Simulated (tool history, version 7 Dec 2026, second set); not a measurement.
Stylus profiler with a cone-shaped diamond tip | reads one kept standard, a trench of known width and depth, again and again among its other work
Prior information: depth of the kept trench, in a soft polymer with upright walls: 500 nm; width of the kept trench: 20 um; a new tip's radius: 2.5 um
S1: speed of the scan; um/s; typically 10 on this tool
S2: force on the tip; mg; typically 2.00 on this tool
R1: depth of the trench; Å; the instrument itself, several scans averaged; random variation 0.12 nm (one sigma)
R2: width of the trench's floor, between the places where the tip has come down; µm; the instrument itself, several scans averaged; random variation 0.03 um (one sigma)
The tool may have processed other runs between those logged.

Run 1, day 0.000: usual settings. Result: R1 5068.8 Å, R2 16.84 µm.
Run 2, day 1.246: usual settings. Result: R1 5068.5 Å, R2 16.86 µm.
Run 3, day 3.588: usual settings but S2 3.78 mg. Result: R1 5106.8 Å, R2 16.86 µm.
Run 4, day 5.612: usual settings. Result: R1 5067.1 Å, R2 16.85 µm.
Run 5, day 6.812: usual settings. Result: R1 5067.2 Å, R2 16.77 µm.
At day 6.925: height scale calibrated on a step standard.
Run 6, day 8.296: usual settings but S2 1.18 mg. Result: R1 5046.5 Å, R2 16.84 µm.
Run 7, day 9.833: usual settings but S1 16 um/s. Result: R1 5066.6 Å, R2 16.76 µm.
Run 8, day 12.096: usual settings but S1 4 um/s, S2 0.70 mg. Result: R1 5029.6 Å, R2 16.83 µm.
Run 9, day 14.100: usual settings but S1 25 um/s, S2 0.70 mg. Result: R1 5029.7 Å, R2 16.72 µm.
Run 10, day 15.742: usual settings but S1 3 um/s, S2 1.79 mg. Result: R1 5059.0 Å, R2 16.85 µm.
Run 11, day 17.817: usual settings but S1 12 um/s, S2 2.63 mg. Result: R1 5077.8 Å, R2 16.78 µm.
At day 19.008: height scale calibrated on a step standard, once more.
Run 12, day 19.092: usual settings but S1 3 um/s, S2 2.18 mg. Result: R1 5078.9 Å, R2 16.81 µm.
Run 13, day 20.717: usual settings but S1 4 um/s, S2 3.89 mg. Result: R1 5114.1 Å, R2 16.80 µm.

Consider 3 possible next runs. They are alternatives, not a sequence: every one starts from the tool as it was left by run 13. What does each give?
Run A, day 22.133: usual settings but S2 0.85 mg. Result: R1 ?, R2 ?.
Run B, day 22.133: usual settings but S1 24 um/s, S2 0.90 mg. Result: R1 ?, R2 ?.
Run C, day 22.133: usual settings but S1 3 um/s, S2 3.89 mg. Result: R1 ?, R2 ?.

run      R1     R2
  A  5041.4  16.75
  B  5044.8  16.64
  C  5112.9  16.85
With the hidden condition removed and each run's random variation left untouched, the same runs would have given:
run      R1     R2
  A  5038.4  16.96
  B  5041.8  16.86
  C  5109.9  17.07

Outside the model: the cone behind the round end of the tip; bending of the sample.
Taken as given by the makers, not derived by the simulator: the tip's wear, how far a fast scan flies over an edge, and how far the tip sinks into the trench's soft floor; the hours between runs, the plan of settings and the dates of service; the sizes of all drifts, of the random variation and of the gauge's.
